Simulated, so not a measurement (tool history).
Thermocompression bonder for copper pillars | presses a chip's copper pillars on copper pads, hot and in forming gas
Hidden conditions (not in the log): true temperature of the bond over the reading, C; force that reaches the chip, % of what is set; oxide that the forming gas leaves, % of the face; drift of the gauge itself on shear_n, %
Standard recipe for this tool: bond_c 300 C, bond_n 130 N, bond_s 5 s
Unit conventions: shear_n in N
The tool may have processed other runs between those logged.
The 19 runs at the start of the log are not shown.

run	day	bond_c	bond_n	bond_s	hours of work since the heater was calibrated	hours of work since the force cell was calibrated	hours of work since the gas filter was changed	shear_n
20	35.462	294	130	5	485	445	445	78.3
21	37.533	284	123	5	510	470	470	69.4
22	39.508	281	171	10	535	495	495	100.3
# day 39.858: forming gas filter changed
23	42.088	281	125	10	566	526	27	92.1
24	44.25	326	130	7	593	553	54	115.7
25	46.808	326	130	7	624	584	85	117.1
26	48.567	326	88	7	646	606	107	91.5
27	49.892	285	98	5	662	622	123	60
28	51.417	285	98	5	681	641	142	59.7
29	53.238	285	98	5	703	663	164	59.3
30	55.742	285	98	5	734	694	195	59.4
31	56.962	285	98	5	749	709	210	57.5
32	59.125	285	149	3	776	736	237	68.7
33	61.283	285	149	3	802	762	263	66.2
34	63.55	285	149	3	830	790	291	67.2
35	65.071	285	149	3	849	809	310	66.9
36	67.546	285	149	3	879	839	340	65.7
37	69.062	285	149	3	898	858	359	65.7
38	70.367	285	149	3	914	874	375	65.5
39	73.008	285	149	3	946	906	407	65.6
40	74.962	285	149	3	970	930	432	63

Consider 4 possible next runs. They are alternatives, not a sequence: every one starts from the tool as it was left by run 40. What does each give?
A	76.925	285	184	3	994	954	456	?
B	76.925	300	130	5	994	954	456	?
C	76.925	311	130	4	994	954	456	?
D	76.925	285	141	10	994	954	456	?

run	shear_n
A	74.7
B	77.6
C	79.5
D	89.8
Had the tool no hidden state, the same runs would have come out as:
run	shear_n
A	94
B	97
C	98.9
D	110.9

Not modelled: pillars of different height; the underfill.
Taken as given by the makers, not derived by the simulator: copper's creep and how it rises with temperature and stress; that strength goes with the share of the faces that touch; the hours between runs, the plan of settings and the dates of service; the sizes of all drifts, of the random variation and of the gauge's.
